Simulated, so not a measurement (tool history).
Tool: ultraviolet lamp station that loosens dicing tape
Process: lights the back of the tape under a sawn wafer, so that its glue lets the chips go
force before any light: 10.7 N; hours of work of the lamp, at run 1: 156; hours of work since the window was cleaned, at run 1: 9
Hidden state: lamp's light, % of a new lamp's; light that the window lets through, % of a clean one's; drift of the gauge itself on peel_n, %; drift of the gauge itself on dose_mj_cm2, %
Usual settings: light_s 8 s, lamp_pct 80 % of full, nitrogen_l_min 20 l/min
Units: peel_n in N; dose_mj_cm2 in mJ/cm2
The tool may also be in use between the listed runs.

| run | hour | light_s | lamp_pct | nitrogen_l_min | hours of work of the lamp | hours of work since the window was cleaned | peel_n | dose_mj_cm2 |
|---|---|---|---|---|---|---|---|---|
| 1 | 0.0 | 8 | 80 | 20 | 156 | 9 | 1.128 | 531 |
| 2 | 8.6 | 8 | 80 | 20 | 161 | 13 | 1.177 | 530 |
| 3 | 16.1 | 8 | 80 | 20 | 165 | 17 | 1.176 | 534 |
| 4 | 28.0 | 8 | 80 | 20 | 171 | 24 | 1.213 | 527 |
| 5 | 41.3 | 8 | 80 | 20 | 178 | 31 | 1.181 | 520 |
| 6 | 50.7 | 8 | 80 | 20 | 183 | 36 | 1.179 | 520 |
| 7 | 59.9 | 8 | 67 | 20 | 188 | 40 | 1.760 | 443 |
| 8 | 66.0 | 8 | 67 | 20 | 191 | 44 | 1.682 | 435 |
| 9 | 75.9 | 8 | 80 | 10 | 197 | 49 | 1.800 | 522 |
| 10 | 82.4 | 8 | 80 | 10 | 200 | 52 | 1.739 | 522 |
| 11 | 93.3 | 8 | 80 | 10 | 206 | 58 | 1.797 | 518 |
| 12 | 105.2 | 8 | 80 | 10 | 212 | 64 | 1.776 | 522 |
| 13 | 116.7 | 8 | 80 | 10 | 218 | 71 | 1.802 | 518 |
| 14 | 126.4 | 8 | 80 | 10 | 223 | 76 | 1.781 | 514 |
| 15 | 135.7 | 8 | 80 | 31 | 228 | 81 | 0.991 | 521 |
| 16 | 143.5 | 8 | 80 | 14 | 232 | 85 | 1.558 | 511 |
| 17 | 156.4 | 8 | 80 | 14 | 239 | 92 | 1.553 | 514 |
| 18 | 166.3 | 8 | 80 | 14 | 244 | 97 | 1.475 | 517 |
| 19 | 173.2 | 8 | 80 | 14 | 248 | 100 | 1.498 | 513 |
| 20 | 181.8 | 8 | 80 | 14 | 253 | 105 | 1.544 | 513 |
| 21 | 192.5 | 8 | 80 | 20 | 258 | 111 | 1.262 | 515 |
| 22 | 198.4 | 8 | 75 | 20 | 261 | 114 | 1.398 | 473 |
| 23 | 204.5 | 7 | 71 | 8 | 265 | 117 | 2.969 | 396 |
| 24 | 217.9 | 7 | 71 | 8 | 272 | 124 | 3.005 | 397 |
| 25 | 229.0 | 8 | 80 | 18 | 278 | 130 | 1.350 | 505 |
| 26 | 239.0 | 7 | 66 | 24 | 283 | 135 | 2.132 | 364 |
| 27 | 246.7 | 7 | 66 | 24 | 287 | 139 | 2.090 | 364 |
| 28 | 255.4 | 6 | 80 | 11 | 292 | 144 | 2.811 | 380 |
| 29 | 265.9 | 8 | 63 | 20 | 297 | 150 | 2.016 | 392 |
| 30 | 277.0 | 8 | 63 | 10 | 303 | 155 | 2.802 | 397 |
| 31 | 287.5 | 8 | 85 | 16 | 309 | 161 | 1.336 | 535 |
| 32 | 298.1 | 8 | 85 | 16 | 314 | 167 | 1.304 | 529 |
| 33 | 310.7 | 4 | 75 | 20 | 321 | 173 | 3.910 | 237 |
| 34 | 316.8 | 6 | 86 | 7 | 324 | 177 | 3.054 | 404 |
| 35 | 322.9 | 8 | 62 | 7 | 327 | 180 | 3.261 | 385 |
| 36 | 329.0 | 15 | 83 | 7 | 331 | 183 | 0.575 | 975 |
| 37 | 335.9 | 8 | 90 | 7 | 334 | 187 | 1.894 | 554 |
| 38 | 347.5 | 8 | 90 | 7 | 340 | 193 | 1.940 | 565 |
| 39 | 358.0 | 8 | 69 | 7 | 346 | 198 | 2.880 | 423 |
| 40 | 370.1 | 8 | 69 | 7 | 352 | 205 | 2.957 | 424 |
| 41 | 381.4 | 8 | 80 | 6 | 358 | 211 | 2.490 | 495 |
| 42 | 387.8 | 8 | 80 | 6 | 362 | 214 | 2.560 | 493 |
| 43 | 396.5 | 8 | 80 | 6 | 366 | 219 | 2.552 | 491 |

4 ways to go on from here, each from the tool as it stands after run 43. What would each give?
| A | 404.1 | 8 | 80 | 7 | 370 | 223 | ? | ? |
| B | 404.1 | 8 | 80 | 8 | 370 | 223 | ? | ? |
| C | 404.1 | 10 | 80 | 12 | 370 | 223 | ? | ? |
| D | 404.1 | 8 | 74 | 6 | 370 | 223 | ? | ? |

| run | peel_n | dose_mj_cm2 |
|---|---|---|
| A | 2.322 | 495 |
| B | 2.205 | 492 |
| C | 1.157 | 616 |
| D | 2.804 | 459 |
Without the tool's hidden state the same runs would have given:
| run | peel_n | dose_mj_cm2 |
|---|---|---|
| A | 1.965 | 550 |
| B | 1.853 | 547 |
| C | 0.910 | 686 |
| D | 2.416 | 510 |

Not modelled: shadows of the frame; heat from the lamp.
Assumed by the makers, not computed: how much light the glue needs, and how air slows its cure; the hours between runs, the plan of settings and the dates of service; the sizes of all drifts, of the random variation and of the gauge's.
